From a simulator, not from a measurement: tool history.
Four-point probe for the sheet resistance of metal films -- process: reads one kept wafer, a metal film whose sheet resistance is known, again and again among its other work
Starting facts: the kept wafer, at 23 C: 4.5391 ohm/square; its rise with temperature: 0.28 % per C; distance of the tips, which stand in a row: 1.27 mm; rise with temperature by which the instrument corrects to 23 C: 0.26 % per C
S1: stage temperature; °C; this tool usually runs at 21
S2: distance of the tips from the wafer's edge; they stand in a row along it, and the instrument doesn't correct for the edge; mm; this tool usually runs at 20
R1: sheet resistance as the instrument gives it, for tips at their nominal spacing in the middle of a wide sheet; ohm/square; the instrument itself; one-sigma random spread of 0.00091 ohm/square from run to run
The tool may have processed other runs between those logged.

{"run": 1, "hour": 0.0, "S1": 21, "S2": 20, "R1": 4.546446}
{"run": 2, "hour": 34.7, "S1": 21, "S2": 20, "R1": 4.549205}
{"run": 3, "hour": 81.6, "S1": 21, "S2": 20, "R1": 4.546399}
{"run": 4, "hour": 122.3, "S1": 21, "S2": 9, "R1": 4.586314}
{"run": 5, "hour": 158.2, "S1": 21, "S2": 20, "R1": 4.54691}
{"run": 6, "hour": 192.7, "S1": 21, "S2": 20, "R1": 4.548005}
{"run": 7, "hour": 226.9, "S1": 21, "S2": 20, "R1": 4.54763}
{"run": 8, "hour": 247.3, "S1": 21, "S2": 20, "R1": 4.547471}
{"run": 9, "hour": 292.7, "S1": 21, "S2": 11, "R1": 4.570538}
{"run": 10, "hour": 329.6, "S1": 21, "S2": 11, "R1": 4.569819}
{"run": 11, "hour": 374.8, "S1": 21, "S2": 11, "R1": 4.571556}
{"run": 12, "hour": 415.2, "S1": 21, "S2": 11, "R1": 4.569886}
{"run": 13, "hour": 448.2, "S1": 21, "S2": 11, "R1": 4.571128}
{"run": 14, "hour": 475.8, "S1": 21, "S2": 11, "R1": 4.571069}
{"run": 15, "hour": 497.6, "S1": 21, "S2": 11, "R1": 4.570729}
{"run": 16, "hour": 522.9, "S1": 23, "S2": 65, "R1": 4.541358}
{"run": 17, "hour": 565.3, "S1": 29, "S2": 3, "R1": 4.940443}
{"run": 18, "hour": 598.8, "S1": 27, "S2": 74, "R1": 4.542547}
{"run": 19, "hour": 640.7, "S1": 27, "S2": 74, "R1": 4.543083}
{"run": 20, "hour": 687.2, "S1": 27, "S2": 74, "R1": 4.54121}
{"run": 21, "hour": 707.9, "S1": 24, "S2": 20, "R1": 4.550855}
{"run": 22, "hour": 747.8, "S1": 25, "S2": 47, "R1": 4.543751}
{"run": 23, "hour": 768.1, "S1": 31, "S2": 7, "R1": 4.624249}
{"run": 24, "hour": 792.0, "S1": 31, "S2": 7, "R1": 4.624431}
{"run": 25, "hour": 812.1, "S1": 29, "S2": 4, "R1": 4.775811}
{"run": 26, "hour": 836.6, "S1": 32, "S2": 18, "R1": 4.557917}
{"run": 27, "hour": 870.2, "S1": 32, "S2": 18, "R1": 4.55808}
{"run": 28, "hour": 905.9, "S1": 32, "S2": 18, "R1": 4.557645}
{"run": 29, "hour": 930.5, "S1": 32, "S2": 18, "R1": 4.558047}

4 ways to go on from here, each from the tool as it stands after run 29. What would each give?
{"run": "A", "hour": 958.4, "S1": 33, "S2": 11, "R1": "?"}
{"run": "B", "hour": 958.4, "S1": 19, "S2": 9, "R1": "?"}
{"run": "C", "hour": 958.4, "S1": 21, "S2": 39, "R1": "?"}
{"run": "D", "hour": 958.4, "S1": 31, "S2": 6, "R1": "?"}

run=A R1=4.577857
run=B R1=4.585097
run=C R1=4.540534
run=D R1=4.651862
Without the tool's hidden state the same runs would have given:
run=A R1=4.577467
run=B R1=4.584709
run=C R1=4.540149
run=D R1=4.651467
